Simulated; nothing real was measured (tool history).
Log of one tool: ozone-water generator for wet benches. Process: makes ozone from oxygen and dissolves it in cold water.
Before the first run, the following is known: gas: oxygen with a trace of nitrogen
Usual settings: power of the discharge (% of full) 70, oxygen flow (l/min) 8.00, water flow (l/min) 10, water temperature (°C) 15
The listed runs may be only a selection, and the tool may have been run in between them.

run,day,power of the discharge (% of full),oxygen flow (l/min),water flow (l/min),water temperature (°C),dissolved ozone (ppm),ozone in the gas ahead of the water (g/m3)
1,0.000,70,8.00,10,15,40.1,234.7
2,1.612,70,8.00,10,15,40.3,236.2
3,4.454,70,8.00,10,15,39.9,234.5
4,7.075,74,8.00,10,15,41.7,242.0
5,8.700,74,8.00,10,15,41.4,241.0
6,11.575,74,8.00,10,15,41.3,242.7
7,13.046,74,8.00,10,15,41.2,242.5
8,15.808,70,4.56,10,15,39.1,283.3
9,18.396,70,8.00,11,15,36.6,232.3
10,20.246,70,8.00,11,15,36.7,233.2
11,22.738,70,8.48,10,15,39.4,229.9
12,25.200,70,8.48,10,15,39.5,227.1
13,27.338,70,8.48,10,15,38.6,226.6
14,29.412,70,8.48,10,15,38.8,229.3
15,32.221,70,8.48,10,15,39.0,225.9
16,34.246,70,8.48,10,15,39.0,224.3
17,37.033,70,8.88,14,15,30.2,221.8
18,39.112,70,8.00,7,19,43.3,231.5
19,41.925,70,8.00,7,19,43.6,232.0
20,43.108,44,8.00,6,12,41.9,172.4
21,45.308,79,4.11,9,12,46.8,313.0
22,47.592,79,4.11,9,12,46.0,310.8
23,50.192,79,4.11,9,12,46.6,310.9
24,52.888,79,4.11,9,12,45.8,309.2
# day 54.896: water thermometer calibrated
25,54.900,79,13.99,9,21,35.6,201.8
26,56.733,79,13.99,7,14,49.1,203.7
27,58.617,79,12.54,8,13,47.2,210.4
28,60.225,70,9.83,10,15,37.8,213.1
29,61.712,70,12.21,10,15,36.7,196.6
30,64.350,70,12.21,10,15,36.7,197.3
31,66.171,95,5.66,10,15,45.3,307.8
32,68.129,95,5.66,14,12,35.6,310.7

4 options for the next run, each taken on its own from the tool as it stands now. Forecast them:
A,70.162,70,8.00,15,15,?,?
B,70.162,70,8.00,8,15,?,?
C,70.162,95,5.85,8,12,?,?
D,70.162,95,7.87,14,8,?,?

run,dissolved ozone (ppm),ozone in the gas ahead of the water (g/m3)
A,27.2,226.6
B,43.7,226.7
C,56.1,304.8
D,40.2,276.9
Take away the tool's hidden state, keep each run's random variation, and the runs would have read:
run,dissolved ozone (ppm),ozone in the gas ahead of the water (g/m3)
A,30.2,237.4
B,47.9,237.6
C,62.0,322.2
D,45.0,292.8

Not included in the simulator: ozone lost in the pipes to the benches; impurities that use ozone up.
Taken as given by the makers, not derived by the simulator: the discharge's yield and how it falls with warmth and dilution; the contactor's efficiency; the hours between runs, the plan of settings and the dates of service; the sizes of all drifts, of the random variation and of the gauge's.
